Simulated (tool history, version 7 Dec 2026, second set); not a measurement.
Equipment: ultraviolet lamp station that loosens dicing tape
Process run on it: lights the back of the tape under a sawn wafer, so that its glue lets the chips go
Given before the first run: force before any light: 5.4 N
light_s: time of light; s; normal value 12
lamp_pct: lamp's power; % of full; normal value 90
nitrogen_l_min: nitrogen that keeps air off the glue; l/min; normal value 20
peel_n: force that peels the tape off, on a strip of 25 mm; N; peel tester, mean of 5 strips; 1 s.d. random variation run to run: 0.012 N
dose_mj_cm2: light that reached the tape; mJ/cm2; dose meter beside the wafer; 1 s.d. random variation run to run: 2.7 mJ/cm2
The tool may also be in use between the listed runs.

| run | hour | light_s | lamp_pct | nitrogen_l_min | peel_n | dose_mj_cm2 |
|---|---|---|---|---|---|---|
| 1 | 0 | 12 | 90 | 20 | 0.616 | 341 |
| 2 | 28.3 | 12 | 90 | 7 | 1.004 | 339 |
| 3 | 66 | 12 | 90 | 7 | 1.002 | 340 |
| 4 | 87 | 12 | 90 | 7 | 1.001 | 334 |
| 5 | 134 | 12 | 90 | 7 | 1.006 | 333 |
| 6 | 158.8 | 12 | 90 | 7 | 1.031 | 330 |
| 7 | 201.6 | 20 | 90 | 7 | 0.415 | 554 |
| 8 | 245.2 | 20 | 90 | 7 | 0.422 | 542 |
| 9 | 268.8 | 20 | 90 | 7 | 0.409 | 543 |
| 10 | 297.1 | 20 | 90 | 7 | 0.438 | 546 |
| 11 | 322.8 | 20 | 90 | 13 | 0.303 | 540 |
| 12 | 342.7 | 20 | 90 | 13 | 0.305 | 535 |
| 13 | 365.1 | 20 | 90 | 13 | 0.311 | 536 |
| 14 | 412.7 | 20 | 90 | 13 | 0.321 | 534 |
| 15 | 440 | 12 | 90 | 20 | 0.7 | 314 |
| 16 | 460 | 12 | 90 | 20 | 0.703 | 312 |
| 17 | 503.7 | 9 | 90 | 20 | 1.177 | 234 |
| 18 | 542.5 | 12 | 90 | 20 | 0.706 | 312 |
| 19 | 562.5 | 12 | 90 | 20 | 0.748 | 313 |
| 20 | 602.9 | 8 | 90 | 20 | 1.36 | 206 |
|  | 627.7 | window cleaned of glue's vapour |
| 21 | 640.1 | 8 | 90 | 20 | 1.47 | 190 |
| 22 | 677.4 | 8 | 90 | 20 | 1.529 | 188 |
| 23 | 697.4 | 8 | 90 | 20 | 1.571 | 186 |
| 24 | 724.1 | 8 | 90 | 20 | 1.541 | 186 |
|  | 753 | window cleaned of glue's vapour, once more |
| 25 | 759.8 | 12 | 92 | 37 | 0.484 | 355 |
| 26 | 786.3 | 11 | 62 | 8 | 1.737 | 216 |
| 27 | 821 | 7 | 85 | 13 | 1.799 | 185 |
| 28 | 849.7 | 7 | 85 | 13 | 1.753 | 188 |
| 29 | 891.7 | 14 | 85 | 14 | 0.612 | 372 |
| 30 | 930.2 | 14 | 85 | 14 | 0.628 | 372 |
| 31 | 953.5 | 14 | 85 | 14 | 0.631 | 368 |
| 32 | 981.2 | 12 | 68 | 8 | 1.396 | 248 |

What will run 33 give?
| 33 | 1018 | 13 | 62 | 39 | ? | ? |

peel_n: 0.903 N
dose_mj_cm2: 245 mJ/cm2
Had the tool carried no hidden state, the very same run would have given peel_n 0.753 N, dose_mj_cm2 272 mJ/cm2.

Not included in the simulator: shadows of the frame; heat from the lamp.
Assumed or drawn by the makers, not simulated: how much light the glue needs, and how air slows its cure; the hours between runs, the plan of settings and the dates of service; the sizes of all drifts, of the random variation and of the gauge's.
